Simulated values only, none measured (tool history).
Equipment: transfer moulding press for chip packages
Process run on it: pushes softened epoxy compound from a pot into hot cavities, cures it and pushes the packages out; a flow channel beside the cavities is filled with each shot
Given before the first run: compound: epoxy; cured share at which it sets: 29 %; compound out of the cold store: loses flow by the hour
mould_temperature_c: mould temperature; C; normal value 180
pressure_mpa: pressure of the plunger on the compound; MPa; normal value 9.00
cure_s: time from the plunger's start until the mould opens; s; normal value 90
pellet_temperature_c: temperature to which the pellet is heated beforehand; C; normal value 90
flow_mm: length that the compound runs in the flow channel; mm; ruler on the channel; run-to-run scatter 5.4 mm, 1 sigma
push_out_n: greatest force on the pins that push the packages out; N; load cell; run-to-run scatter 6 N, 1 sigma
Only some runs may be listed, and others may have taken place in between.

run     day  mould_temperature_c  pressure_mpa  cure_s  pellet_temperature_c  incoming compound's hours out of the cold store  flow_mm  push_out_n
  1   0.000                  180          9.00      90                    90                                              9.8      585         231
      0.762  -- mould's thermocouples calibrated
  2   1.742                  180         10.25      90                    90                                             17.3      586         290
      2.575  -- cavities cleaned with cleaning compound and waxed
  3   4.054                  180         10.25      90                    90                                             40.3      537         270
      4.946  -- plunger's sealing rings changed
      5.212  -- cavities cleaned with cleaning compound and waxed
  4   6.879                  180         10.25      90                    90                                             19.2      657         287
      7.638  -- cavities cleaned with cleaning compound and waxed
  5   8.600                  180         10.25      90                    90                                             39.4      590         261
     10.192  -- cavities cleaned with cleaning compound and waxed
  6  10.279                  180         10.25      90                    90                                             21.7      626         242
     12.738  -- cavities cleaned with cleaning compound and waxed
  7  12.992                  180         10.25      90                    90                                             13.8      650         246
     15.129  -- cavities cleaned with cleaning compound and waxed
  8  15.242                  180         10.25      90                    90                                             39.8      568         227
  9  17.233                  180         10.25      90                    90                                             38.7      564         299
     17.646  -- cavities cleaned with cleaning compound and waxed
 10  19.200                  180         10.25      90                    90                                             11.1      627         275
     20.062  -- cavities cleaned with cleaning compound and waxed
 11  20.542                  180         10.25      90                    90                                             31.5      571         249
     22.525  -- cavities cleaned with cleaning compound and waxed
 12  22.542                  180         10.25      90                    90                                             35.6      563         232
 13  24.092                  180         10.25      90                    90                                             22.0      586         273
     24.912  -- cavities cleaned with cleaning compound and waxed
 14  26.754                  180          8.61      76                    92                                             33.8      501         347
     27.383  -- cavities cleaned with cleaning compound and waxed
     27.854  -- plunger's sealing rings changed
 15  28.450                  180          9.00      90                    89                                             11.5      624         268
     29.896  -- cavities cleaned with cleaning compound and waxed
 16  30.983                  180          9.00     120                    89                                             18.4      607         249
     32.379  -- cavities cleaned with cleaning compound and waxed
     33.246  -- mould's thermocouples calibrated
 17  33.246                  188          9.00      92                    90                                             41.2      521         231
     34.925  -- cavities cleaned with cleaning compound and waxed
 18  35.733                  186          9.00     108                    98                                             25.2      558         216
 19  37.079                  174          9.00     102                    93                                             33.7      568         323
     37.338  -- cavities cleaned with cleaning compound and waxed
     39.729  -- cavities cleaned with cleaning compound and waxed
 20  39.729                  180          7.44      90                    97                                             38.4      484         218
 21  41.475                  180         10.13      90                    98                                             31.5      571         277
     42.154  -- cavities cleaned with cleaning compound and waxed
 22  44.279                  187          9.00      90                    81                                             42.7      481         247
     44.562  -- cavities cleaned with cleaning compound and waxed
     47.062  -- cavities cleaned with cleaning compound and waxed
 23  47.138                  178          9.00      90                    90                                             36.4      514         264
 24  49.038                  178          9.00      90                    90                                             10.2      579         318
     49.558  -- cavities cleaned with cleaning compound and waxed
     50.696  -- plunger's sealing rings changed
 25  51.375                  180          7.12     108                    90                                             30.8      523         237

Branching from run 25: 4 alternative next runs. What would each branch give?
     52.221  -- cavities cleaned with cleaning compound and waxed
  A  53.312                  180          7.12     127                    90                                             12.2        ?           ?
     52.221  -- cavities cleaned with cleaning compound and waxed
  B  53.312                  180          7.86     108                    90                                             13.3        ?           ?
     52.221  -- cavities cleaned with cleaning compound and waxed
  C  53.312                  174          7.12     108                    90                                             24.5        ?           ?
     52.221  -- cavities cleaned with cleaning compound and waxed
  D  53.312                  180          7.12      77                    90                                             23.2        ?           ?

run  flow_mm  push_out_n
  A      566         238
  B      593         229
  C      543         270
  D      528         347
With the hidden condition removed and each run's random variation left untouched, the same runs would have given:
run  flow_mm  push_out_n
  A      577         205
  B      604         197
  C      554         237
  D      538         311
